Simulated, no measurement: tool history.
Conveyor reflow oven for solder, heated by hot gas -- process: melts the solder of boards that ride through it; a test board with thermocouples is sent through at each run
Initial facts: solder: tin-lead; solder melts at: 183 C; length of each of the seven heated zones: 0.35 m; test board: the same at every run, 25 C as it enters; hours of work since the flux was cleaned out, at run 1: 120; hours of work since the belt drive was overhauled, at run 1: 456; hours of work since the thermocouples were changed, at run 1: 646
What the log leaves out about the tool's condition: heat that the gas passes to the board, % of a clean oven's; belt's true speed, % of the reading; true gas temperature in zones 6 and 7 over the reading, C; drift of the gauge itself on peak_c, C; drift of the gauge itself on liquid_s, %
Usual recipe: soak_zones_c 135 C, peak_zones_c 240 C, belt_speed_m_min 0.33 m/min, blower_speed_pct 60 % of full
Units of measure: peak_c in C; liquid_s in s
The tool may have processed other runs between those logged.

run	hour	soak_zones_c	peak_zones_c	belt_speed_m_min	blower_speed_pct	hours of work since the flux was cleaned out	hours of work since the belt drive was overhauled	hours of work since the thermocouples were changed	peak_c	liquid_s
1	0	135	240	0.33	60	120	456	646	223.7	103.1
2	50.6	135	250	0.33	60	149	485	675	232.2	111.6
3	88.8	135	240	0.33	60	171	507	697	223.4	103.1
4	138.4	135	240	0.33	60	200	536	726	223.3	103.1
5	192.9	135	240	0.33	60	231	568	757	223.5	102.5
6	235.4	135	240	0.33	60	256	592	782	223.4	102.7
7	285	135	240	0.33	60	285	621	811	222.8	102.1
# hour 303.5: thermocouples of zones 6 and 7 changed
8	330.7	135	240	0.33	60	310	646	16	225.1	104.9
9	361.9	135	240	0.33	60	328	664	34	225	104.6
10	422.9	135	240	0.33	59	364	700	69	224.1	103.8
11	464.4	135	240	0.33	59	388	724	93	225	103.7
12	522.2	135	240	0.33	60	421	757	127	224.8	103.7
# hour 562.1: flux residue cleaned out of gas plates and filters
13	565.7	135	240	0.33	60	2	780	149	225.7	105.8
14	620.8	135	240	0.33	63	34	811	181	226	106.6
15	673.5	135	240	0.33	63	64	842	211	225.9	107.1
16	698.8	150	240	0.33	53	79	857	226	225.9	114.2
17	747.3	138	230	0.293	81	107	885	254	223.2	121.8
18	794.6	138	230	0.293	81	135	912	281	222.2	121.4
19	846.8	135	250	0.393	60	165	942	312	227.9	89.4
20	887.2	146	250	0.393	60	188	966	335	229.8	96.8
21	940.2	135	242	0.33	68	219	996	366	229	108.5
22	979	144	242	0.361	77	241	1019	388	229	104.1
# hour 991.3: belt drive overhauled, speed set with a stopwatch
23	1035.1	142	240	0.291	85	272	25	418	232.5	130.5
24	1077.2	122	240	0.339	60	296	50	443	221.1	89.8
25	1135.3	122	240	0.339	60	330	83	476	221	89.7
26	1193	122	240	0.339	60	363	117	510	220.9	89.6
27	1231.7	122	240	0.339	60	385	139	532	220.1	88.9
28	1265.4	135	240	0.33	60	405	159	552	223.8	101.7
29	1323.3	131	229	0.284	90	438	192	585	221.5	119.3
# hour 1331.9: flux residue cleaned out of gas plates and filters
30	1383.8	135	240	0.291	60	30	224	617	227.8	122.5

Below are 3 alternative next runs, each starting from the tool's condition after run 30. Predict each:
A	1408.5	135	240	0.33	65	44	239	632	?	?
B	1408.5	129	240	0.275	52	44	239	632	?	?
C	1408.5	135	230	0.327	67	44	239	632	?	?

run	peak_c	liquid_s
A	225.4	105.4
B	226.4	125.6
C	216.9	97.9
Had the tool no hidden state, the same runs would have come out as:
run	peak_c	liquid_s
A	227.1	106.4
B	228.1	126.8
C	218.6	99.4

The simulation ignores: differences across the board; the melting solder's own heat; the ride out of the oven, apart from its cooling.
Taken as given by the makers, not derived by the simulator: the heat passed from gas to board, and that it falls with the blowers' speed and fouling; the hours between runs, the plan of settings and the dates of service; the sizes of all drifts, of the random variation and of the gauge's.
